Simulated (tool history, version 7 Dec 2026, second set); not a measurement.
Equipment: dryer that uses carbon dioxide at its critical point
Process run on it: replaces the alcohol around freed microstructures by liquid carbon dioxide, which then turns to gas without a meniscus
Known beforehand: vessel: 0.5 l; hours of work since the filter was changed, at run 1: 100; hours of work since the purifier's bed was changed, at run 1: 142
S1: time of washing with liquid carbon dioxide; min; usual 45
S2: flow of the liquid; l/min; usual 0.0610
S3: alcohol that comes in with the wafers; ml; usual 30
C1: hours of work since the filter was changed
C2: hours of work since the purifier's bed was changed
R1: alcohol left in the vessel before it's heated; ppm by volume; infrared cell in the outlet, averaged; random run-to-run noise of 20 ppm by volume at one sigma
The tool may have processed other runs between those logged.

run 1 hour=0.0 | S1=45 S2=0.0610 S3=30 | C1=100 C2=142 | R1=1458
run 2 hour=9.8 | S1=45 S2=0.0610 S3=30 | C1=105 C2=148 | R1=1476
run 3 hour=19.5 | S1=45 S2=0.0610 S3=30 | C1=110 C2=153 | R1=1459
run 4 hour=30.4 | S1=45 S2=0.0610 S3=30 | C1=116 C2=159 | R1=1477
run 5 hour=37.9 | S1=45 S2=0.0610 S3=30 | C1=121 C2=163 | R1=1529
run 6 hour=42.8 | S1=45 S2=0.0610 S3=30 | C1=123 C2=166 | R1=1501
run 7 hour=47.4 | S1=45 S2=0.0610 S3=30 | C1=126 C2=169 | R1=1499
run 8 hour=57.8 | S1=45 S2=0.0610 S3=30 | C1=132 C2=174 | R1=1548
run 9 hour=68.2 | S1=45 S2=0.0610 S3=30 | C1=137 C2=180 | R1=1551
run 10 hour=77.0 | S1=45 S2=0.0610 S3=43 | C1=142 C2=185 | R1=2173
run 11 hour=85.6 | S1=45 S2=0.0610 S3=43 | C1=147 C2=190 | R1=2172
run 12 hour=94.3 | S1=45 S2=0.0610 S3=30 | C1=152 C2=195 | R1=1555
run 13 hour=104.2 | S1=45 S2=0.0610 S3=30 | C1=157 C2=200 | R1=1541
run 14 hour=109.5 | S1=45 S2=0.0610 S3=30 | C1=160 C2=203 | R1=1627
run 15 hour=116.6 | S1=45 S2=0.0610 S3=30 | C1=164 C2=207 | R1=1570
run 16 hour=124.4 | S1=45 S2=0.0610 S3=30 | C1=169 C2=211 | R1=1568
run 17 hour=129.0 | S1=45 S2=0.0610 S3=30 | C1=171 C2=214 | R1=1626
run 18 hour=133.6 | S1=45 S2=0.0610 S3=30 | C1=174 C2=216 | R1=1625
run 19 hour=139.9 | S1=37 S2=0.0610 S3=30 | C1=177 C2=220 | R1=3112
run 20 hour=147.6 | S1=46 S2=0.0976 S3=93 | C1=181 C2=224 | R1=492
run 21 hour=158.3 | S1=55 S2=0.0458 S3=51 | C1=187 C2=230 | R1=3799
run 22 hour=164.2 | S1=38 S2=0.0718 S3=31 | C1=191 C2=233 | R1=1720
run 23 hour=174.9 | S1=31 S2=0.0902 S3=42 | C1=197 C2=239 | R1=2107
run 24 hour=183.9 | S1=31 S2=0.0902 S3=42 | C1=202 C2=244 | R1=2065
run 25 hour=193.2 | S1=28 S2=0.0610 S3=30 | C1=207 C2=249 | R1=6298
run 26 hour=202.2 | S1=37 S2=0.0823 S3=44 | C1=212 C2=254 | R1=1630
run 27 hour=210.3 | S1=37 S2=0.0915 S3=47 | C1=216 C2=259 | R1=1122
run 28 hour=221.0 | S1=51 S2=0.1015 S3=26 | C1=222 C2=265 | R1=121
run 29 hour=230.6 | S1=51 S2=0.1015 S3=26 | C1=227 C2=270 | R1=111
run 30 hour=240.5 | S1=45 S2=0.0376 S3=79 | C1=233 C2=276 | R1=17843
run 31 hour=248.1 | S1=34 S2=0.0543 S3=99 | C1=237 C2=280 | R1=17892
run 32 hour=255.1 | S1=34 S2=0.0543 S3=99 | C1=241 C2=284 | R1=18253
run 33 hour=263.4 | S1=34 S2=0.0399 S3=37 | C1=246 C2=288 | R1=12638
run 34 hour=274.3 | S1=45 S2=0.0648 S3=79 | C1=252 C2=294 | R1=3525
run 35 hour=280.9 | S1=29 S2=0.0557 S3=54 | C1=255 C2=298 | R1=13261
run 36 hour=290.2 | S1=36 S2=0.0610 S3=49 | C1=260 C2=303 | R1=5843
run 37 hour=297.7 | S1=36 S2=0.0610 S3=49 | C1=265 C2=307 | R1=5846

Alternative continuations, all from the tool just after run 37; predict every row:
run A hour=302.8 | S1=36 S2=0.0610 S3=27 | C1=267 C2=310 | R1=?
run B hour=302.8 | S1=28 S2=0.0578 S3=34 | C1=267 C2=310 | R1=?
run C hour=302.8 | S1=30 S2=0.0726 S3=75 | C1=267 C2=310 | R1=?
run D hour=302.8 | S1=51 S2=0.0436 S3=37 | C1=267 C2=310 | R1=?
run E hour=302.8 | S1=48 S2=0.0610 S3=50 | C1=267 C2=310 | R1=?

run=A R1=3329
run=B R1=8692
run=C R1=9156
run=D R1=4325
run=E R1=2321
Take away the tool's hidden state, keep each run's random variation, and the runs would have read:
run=A R1=2523
run=B R1=7148
run=C R1=7053
run=D R1=3297
run=E R1=1604

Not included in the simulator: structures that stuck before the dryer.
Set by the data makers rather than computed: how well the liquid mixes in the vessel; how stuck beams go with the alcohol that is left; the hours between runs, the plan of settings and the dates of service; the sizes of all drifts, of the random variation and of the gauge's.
